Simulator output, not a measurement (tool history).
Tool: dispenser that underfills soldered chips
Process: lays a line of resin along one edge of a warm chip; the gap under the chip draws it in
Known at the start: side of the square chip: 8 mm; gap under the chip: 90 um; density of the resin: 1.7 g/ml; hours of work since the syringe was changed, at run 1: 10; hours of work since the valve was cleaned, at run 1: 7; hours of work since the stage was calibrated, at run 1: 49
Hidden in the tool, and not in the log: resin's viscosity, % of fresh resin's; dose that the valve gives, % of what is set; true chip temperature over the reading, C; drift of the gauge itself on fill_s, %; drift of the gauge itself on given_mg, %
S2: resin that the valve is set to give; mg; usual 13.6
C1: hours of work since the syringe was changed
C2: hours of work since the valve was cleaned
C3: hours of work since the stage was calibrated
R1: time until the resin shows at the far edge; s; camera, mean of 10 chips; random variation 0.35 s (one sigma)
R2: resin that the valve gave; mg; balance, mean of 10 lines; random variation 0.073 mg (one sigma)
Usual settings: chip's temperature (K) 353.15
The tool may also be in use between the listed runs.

run 1 hour=0 | chip's_temperature_(K)=353.15 S2=13.6 | C1=10 C2=7 C3=49 | R1=39 R2=13.52
-- hour=2 new syringe of resin
run 2 hour=5.9 | chip's_temperature_(K)=353.15 S2=13.6 | C1=3 C2=11 C3=53 | R1=22.4 R2=13.47
run 3 hour=10.6 | chip's_temperature_(K)=353.15 S2=13.6 | C1=6 C2=14 C3=56 | R1=29 R2=13.54
-- hour=18.8 new syringe of resin
run 4 hour=18.8 | chip's_temperature_(K)=353.15 S2=13.6 | C1=0 C2=20 C3=62 | R1=18.3 R2=13.46
run 5 hour=27.7 | chip's_temperature_(K)=353.15 S2=13.6 | C1=6 C2=26 C3=68 | R1=29.2 R2=13.32
run 6 hour=34.1 | chip's_temperature_(K)=353.15 S2=13.6 | C1=11 C2=30 C3=73 | R1=41.6 R2=13.36
-- hour=35.5 new syringe of resin
run 7 hour=39.1 | chip's_temperature_(K)=353.15 S2=13.6 | C1=3 C2=34 C3=76 | R1=22.3 R2=13.21
run 8 hour=45.5 | chip's_temperature_(K)=353.15 S2=13.6 | C1=7 C2=38 C3=80 | R1=31 R2=13.31
-- hour=52.1 new syringe of resin
run 9 hour=54.6 | chip's_temperature_(K)=368.15 S2=13.6 | C1=2 C2=44 C3=86 | R1=12.4 R2=13.15
-- hour=61.9 dispensing valve cleaned and set on the balance
run 10 hour=62.2 | chip's_temperature_(K)=368.15 S2=13.6 | C1=6 C2=0 C3=91 | R1=18.2 R2=13.55
-- hour=69.7 new syringe of resin
run 11 hour=72 | chip's_temperature_(K)=368.15 S2=13.6 | C1=2 C2=7 C3=98 | R1=12.9 R2=13.69
run 12 hour=81.2 | chip's_temperature_(K)=353.15 S2=13.6 | C1=8 C2=13 C3=104 | R1=33.8 R2=13.55
-- hour=86 new syringe of resin
run 13 hour=86.5 | chip's_temperature_(K)=353.15 S2=15.4 | C1=0 C2=17 C3=107 | R1=18.7 R2=15.27
run 14 hour=92.6 | chip's_temperature_(K)=353.15 S2=15.4 | C1=5 C2=21 C3=112 | R1=25.2 R2=15.24
run 15 hour=98 | chip's_temperature_(K)=353.15 S2=15.4 | C1=8 C2=25 C3=115 | R1=34.1 R2=15.24
-- hour=102.9 new syringe of resin
run 16 hour=107.4 | chip's_temperature_(K)=353.15 S2=15.4 | C1=3 C2=31 C3=122 | R1=22.1 R2=15.1
run 17 hour=114.2 | chip's_temperature_(K)=353.15 S2=15.4 | C1=8 C2=36 C3=126 | R1=31.7 R2=15
-- hour=119.3 new syringe of resin
run 18 hour=121.2 | chip's_temperature_(K)=341.15 S2=13.6 | C1=1 C2=40 C3=131 | R1=29.7 R2=13.34
run 19 hour=128 | chip's_temperature_(K)=356.15 S2=12.2 | C1=6 C2=45 C3=136 | R1=27.3 R2=11.89
-- hour=134.2 dispensing valve cleaned and set on the balance
run 20 hour=134.6 | chip's_temperature_(K)=356.15 S2=12.2 | C1=10 C2=0 C3=140 | R1=37.1 R2=11.99
-- hour=136.6 new syringe of resin
run 21 hour=139.6 | chip's_temperature_(K)=356.15 S2=12.2 | C1=2 C2=4 C3=143 | R1=19.9 R2=12.12
run 22 hour=144.5 | chip's_temperature_(K)=356.15 S2=12.2 | C1=5 C2=7 C3=146 | R1=25.3 R2=12.09
run 23 hour=150 | chip's_temperature_(K)=345.15 S2=12.2 | C1=9 C2=11 C3=150 | R1=51.6 R2=12.01
-- hour=153.5 new syringe of resin
run 24 hour=159.5 | chip's_temperature_(K)=364.15 S2=13.6 | C1=4 C2=17 C3=156 | R1=17.6 R2=13.44
run 25 hour=164.4 | chip's_temperature_(K)=367.15 S2=16.2 | C1=8 C2=21 C3=160 | R1=20.7 R2=15.97
-- hour=170.2 new syringe of resin
run 26 hour=171.7 | chip's_temperature_(K)=367.15 S2=16.2 | C1=1 C2=25 C3=165 | R1=12.5 R2=15.76
run 27 hour=180.4 | chip's_temperature_(K)=353.15 S2=16.3 | C1=7 C2=31 C3=171 | R1=31 R2=15.95
-- hour=186.8 new syringe of resin
run 28 hour=189.2 | chip's_temperature_(K)=347.15 S2=13.9 | C1=2 C2=37 C3=177 | R1=25.4 R2=13.53
run 29 hour=196.7 | chip's_temperature_(K)=368.15 S2=15.2 | C1=7 C2=43 C3=182 | R1=19.1 R2=14.66
-- hour=203.1 new syringe of resin
run 30 hour=204.8 | chip's_temperature_(K)=361.15 S2=17 | C1=1 C2=48 C3=187 | R1=14.7 R2=16.4
-- hour=206.5 dispensing valve cleaned and set on the balance
run 31 hour=215.3 | chip's_temperature_(K)=361.15 S2=13.2 | C1=8 C2=6 C3=194 | R1=25.5 R2=13.21
-- hour=220.5 new syringe of resin
run 32 hour=220.5 | chip's_temperature_(K)=354.15 S2=17.3 | C1=0 C2=9 C3=197 | R1=16.7 R2=17.27
run 33 hour=227.5 | chip's_temperature_(K)=354.15 S2=17.3 | C1=5 C2=14 C3=202 | R1=25.9 R2=17.08
run 34 hour=233.3 | chip's_temperature_(K)=354.15 S2=17.3 | C1=9 C2=18 C3=206 | R1=33.6 R2=17.24
-- hour=236.9 new syringe of resin
run 35 hour=242 | chip's_temperature_(K)=339.15 S2=13.4 | C1=4 C2=24 C3=212 | R1=39.4 R2=13.2

How the hidden state differs across the entries between the runs, from the last listed run before each to the first after it:
Between runs 1 and 2: new syringe of resin (hour 2)
  resin's viscosity, % of fresh resin's: 217.9 -> 124.7; dose that the valve gives, % of what is set: 99.39 -> 99.12; true chip temperature over the reading, C: -0.06 -> -0.07
  measured less the result without the state, R1: +21.2 -> +4.5 s; R2: -0.09 -> -0.12 mg
Between runs 3 and 4: new syringe of resin (hour 18.8)
  resin's viscosity, % of fresh resin's: 160.9 -> 100.2; dose that the valve gives, % of what is set: 98.91 -> 98.57; true chip temperature over the reading, C: -0.08 -> -0.1
  measured less the result without the state, R1: +11.2 -> +0.2 s; R2: -0.15 -> -0.19 mg
Between runs 6 and 7: new syringe of resin (hour 35.5)
  resin's viscosity, % of fresh resin's: 231.4 -> 121.8; dose that the valve gives, % of what is set: 97.87 -> 97.66; true chip temperature over the reading, C: -0.14 -> -0.15
  measured less the result without the state, R1: +23.5 -> +4.2 s; R2: -0.29 -> -0.32 mg
Between runs 8 and 9: new syringe of resin (hour 52.1)
  resin's viscosity, % of fresh resin's: 172.3 -> 114.2; dose that the valve gives, % of what is set: 97.36 -> 96.98; true chip temperature over the reading, C: -0.17 -> -0.19
  measured less the result without the state, R1: +13.2 -> +1.7 s; R2: -0.36 -> -0.41 mg
Between runs 9 and 10: dispensing valve cleaned and set on the balance (hour 61.9)
  resin's viscosity, % of fresh resin's: 114.2 -> 163.8; dose that the valve gives, % of what is set: 96.98 -> 100.23; true chip temperature over the reading, C: -0.19 -> -0.21
  measured less the result without the state, R1: +1.7 -> +7.2 s; R2: -0.41 -> +0.03 mg
Between runs 10 and 11: new syringe of resin (hour 69.7)
  resin's viscosity, % of fresh resin's: 163.8 -> 113.7; dose that the valve gives, % of what is set: 100.23 -> 99.81; true chip temperature over the reading, C: -0.21 -> -0.23
  measured less the result without the state, R1: +7.2 -> +1.6 s; R2: +0.03 -> -0.03 mg
Between runs 12 and 13: new syringe of resin (hour 86)
  resin's viscosity, % of fresh resin's: 188.1 -> 103.2; dose that the valve gives, % of what is set: 99.42 -> 99.2; true chip temperature over the reading, C: -0.25 -> -0.26
  measured less the result without the state, R1: +16 -> +0.7 s; R2: -0.07 -> -0.13 mg
Between runs 15 and 16: new syringe of resin (hour 102.9)
  resin's viscosity, % of fresh resin's: 193.7 -> 126.6; dose that the valve gives, % of what is set: 98.68 -> 98.27; true chip temperature over the reading, C: -0.29 -> -0.31
  measured less the result without the state, R1: +16.7 -> +5 s; R2: -0.21 -> -0.27 mg
Between runs 17 and 18: new syringe of resin (hour 119.3)
  resin's viscosity, % of fresh resin's: 184.3 -> 111.2; dose that the valve gives, % of what is set: 97.96 -> 97.68; true chip temperature over the reading, C: -0.33 -> -0.35
  measured less the result without the state, R1: +14.9 -> +3.5 s; R2: -0.31 -> -0.31 mg
Between runs 19 and 20: dispensing valve cleaned and set on the balance (hour 134.2)
  resin's viscosity, % of fresh resin's: 161.1 -> 219.6; dose that the valve gives, % of what is set: 97.41 -> 99.61; true chip temperature over the reading, C: -0.36 -> -0.38
  measured less the result without the state, R1: +10.8 -> +20.5 s; R2: -0.32 -> -0.05 mg
Between runs 20 and 21: new syringe of resin (hour 136.6)
  resin's viscosity, % of fresh resin's: 219.6 -> 116.6; dose that the valve gives, % of what is set: 99.61 -> 99.41; true chip temperature over the reading, C: -0.38 -> -0.39
  measured less the result without the state, R1: +20.5 -> +3.1 s; R2: -0.05 -> -0.07 mg
Between runs 23 and 24: new syringe of resin (hour 153.5)
  resin's viscosity, % of fresh resin's: 206 -> 137.2; dose that the valve gives, % of what is set: 98.98 -> 98.56; true chip temperature over the reading, C: -0.42 -> -0.44
  measured less the result without the state, R1: +26.8 -> +5 s; R2: -0.12 -> -0.2 mg
Between runs 25 and 26: new syringe of resin (hour 170.2)
  resin's viscosity, % of fresh resin's: 179.8 -> 108.6; dose that the valve gives, % of what is set: 98.34 -> 98.02; true chip temperature over the reading, C: -0.45 -> -0.47
  measured less the result without the state, R1: +9.3 -> +1.1 s; R2: -0.27 -> -0.32 mg
Between runs 27 and 28: new syringe of resin (hour 186.8)
  resin's viscosity, % of fresh resin's: 175.1 -> 116.4; dose that the valve gives, % of what is set: 97.62 -> 97.2; true chip temperature over the reading, C: -0.49 -> -0.51
  measured less the result without the state, R1: +13.6 -> +4.2 s; R2: -0.39 -> -0.39 mg
Between runs 29 and 30: new syringe of resin (hour 203.1)
  resin's viscosity, % of fresh resin's: 175.9 -> 108.8; dose that the valve gives, % of what is set: 96.85 -> 96.51; true chip temperature over the reading, C: -0.53 -> -0.55
  measured less the result without the state, R1: +8.6 -> +1.5 s; R2: -0.48 -> -0.59 mg
Between runs 30 and 31: dispensing valve cleaned and set on the balance (hour 206.5)
  resin's viscosity, % of fresh resin's: 108.8 -> 182.9; dose that the valve gives, % of what is set: 96.51 -> 99.79; true chip temperature over the reading, C: -0.55 -> -0.57
  measured less the result without the state, R1: +1.5 -> +12.1 s; R2: -0.59 -> -0.03 mg
Between runs 31 and 32: new syringe of resin (hour 220.5)
  resin's viscosity, % of fresh resin's: 182.9 -> 98.9; dose that the valve gives, % of what is set: 99.79 -> 99.57; true chip temperature over the reading, C: -0.57 -> -0.58
  measured less the result without the state, R1: +12.1 -> +0.1 s; R2: -0.03 -> -0.07 mg
Between runs 34 and 35: new syringe of resin (hour 236.9)
  resin's viscosity, % of fresh resin's: 199.3 -> 133.5; dose that the valve gives, % of what is set: 99.03 -> 98.64; true chip temperature over the reading, C: -0.62 -> -0.64
  measured less the result without the state, R1: +17.1 -> +10.7 s; R2: -0.16 -> -0.18 mg

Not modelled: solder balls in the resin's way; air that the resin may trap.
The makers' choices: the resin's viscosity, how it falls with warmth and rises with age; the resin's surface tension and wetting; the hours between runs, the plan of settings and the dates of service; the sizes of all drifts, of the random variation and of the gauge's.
